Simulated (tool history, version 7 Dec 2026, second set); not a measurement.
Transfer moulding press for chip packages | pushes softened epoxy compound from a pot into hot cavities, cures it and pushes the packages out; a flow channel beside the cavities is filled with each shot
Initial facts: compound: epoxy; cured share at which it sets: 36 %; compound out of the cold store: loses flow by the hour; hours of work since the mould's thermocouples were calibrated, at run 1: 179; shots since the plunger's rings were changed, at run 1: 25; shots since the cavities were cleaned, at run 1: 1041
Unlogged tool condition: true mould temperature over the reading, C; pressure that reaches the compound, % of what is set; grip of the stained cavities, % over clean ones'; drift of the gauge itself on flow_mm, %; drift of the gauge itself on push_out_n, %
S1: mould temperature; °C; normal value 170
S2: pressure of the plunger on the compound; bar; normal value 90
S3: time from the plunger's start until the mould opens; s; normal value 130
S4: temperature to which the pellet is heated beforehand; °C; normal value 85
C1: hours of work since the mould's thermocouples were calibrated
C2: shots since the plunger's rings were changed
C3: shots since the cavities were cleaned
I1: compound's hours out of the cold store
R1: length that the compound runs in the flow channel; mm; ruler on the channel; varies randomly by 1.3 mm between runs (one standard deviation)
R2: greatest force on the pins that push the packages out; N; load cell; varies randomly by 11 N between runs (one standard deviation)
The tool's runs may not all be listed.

run	day	S1	S2	S3	S4	C1	C2	C3	I1	R1	R2
1	0	170	90	130	85	179	25	1041	46.1	530	962
# day 0.158: cavities cleaned with cleaning compound and waxed
2	0.808	170	90	130	85	193	246	192	23.1	599	777
3	1.517	170	90	119	85	207	455	401	32.6	570	983
4	2.046	170	90	119	85	217	611	557	13.7	629	1099
5	2.538	170	90	119	85	227	757	703	29.3	577	1076
6	3.092	170	90	119	85	237	921	867	18.6	612	1147
7	3.517	170	90	119	85	245	1046	992	12.4	632	1181
# day 3.875: cavities cleaned with cleaning compound and waxed
8	4.071	170	105.4	130	85	255	1191	57	47.7	565	581
9	4.679	170	109.4	130	85	267	1372	238	18.3	673	772
10	5.092	170	90	130	85	274	1494	360	19.6	607	854
11	5.508	170	90	130	85	282	1617	483	21.1	600	907
12	5.921	170	90	130	85	290	1738	604	35.6	557	914
13	6.492	170	90	130	85	301	1908	774	31.6	565	979
14	6.979	170	90	130	85	311	2052	918	37.3	548	951
# day 7.608: cavities cleaned with cleaning compound and waxed
15	7.642	170	90.2	130	89	322	2230	11	26.2	582	567
16	8.321	170	100.5	130	89	335	2430	211	12.5	661	759
17	8.725	166	90	130	79	343	2549	330	31.1	581	1042
18	9.371	175	84.3	141	95	355	2740	521	8.5	600	784
19	9.725	170	108.5	130	85	362	2845	626	30.1	623	950
20	10.275	170	87.4	150	93	373	3008	789	41.5	527	837
21	10.754	175	90	130	75	382	3149	930	40.2	526	860
22	11.108	170	82.9	130	75	389	3254	1035	43.1	507	942
# day 11.317: cavities cleaned with cleaning compound and waxed
23	11.575	170	90	130	83	396	3373	76	22.9	585	643
24	12.008	170	93.1	130	84	405	3502	205	33.1	563	766
25	12.733	170	93.1	130	84	419	3717	420	40.1	543	854
26	13.392	175	70.6	124	80	431	3911	614	29.5	488	806

Branching from run 26: 5 alternative next runs. What would each branch give?
A	13.708	175	90	114	85	437	4005	708	12	?	?
B	13.708	170	90.2	120	94	437	4005	708	33	?	?
C	13.708	169	83.7	130	85	437	4005	708	27.2	?	?
D	13.708	171	90	130	85	437	4005	708	39.1	?	?
E	13.708	170	100.4	130	77	437	4005	708	35.2	?	?

run	R1	R2
A	604	896
B	552	1033
C	554	960
D	532	935
E	578	915
Take away the tool's hidden state, keep each run's random variation, and the runs would have read:
run	R1	R2
A	624	511
B	571	597
C	573	555
D	550	530
E	598	523

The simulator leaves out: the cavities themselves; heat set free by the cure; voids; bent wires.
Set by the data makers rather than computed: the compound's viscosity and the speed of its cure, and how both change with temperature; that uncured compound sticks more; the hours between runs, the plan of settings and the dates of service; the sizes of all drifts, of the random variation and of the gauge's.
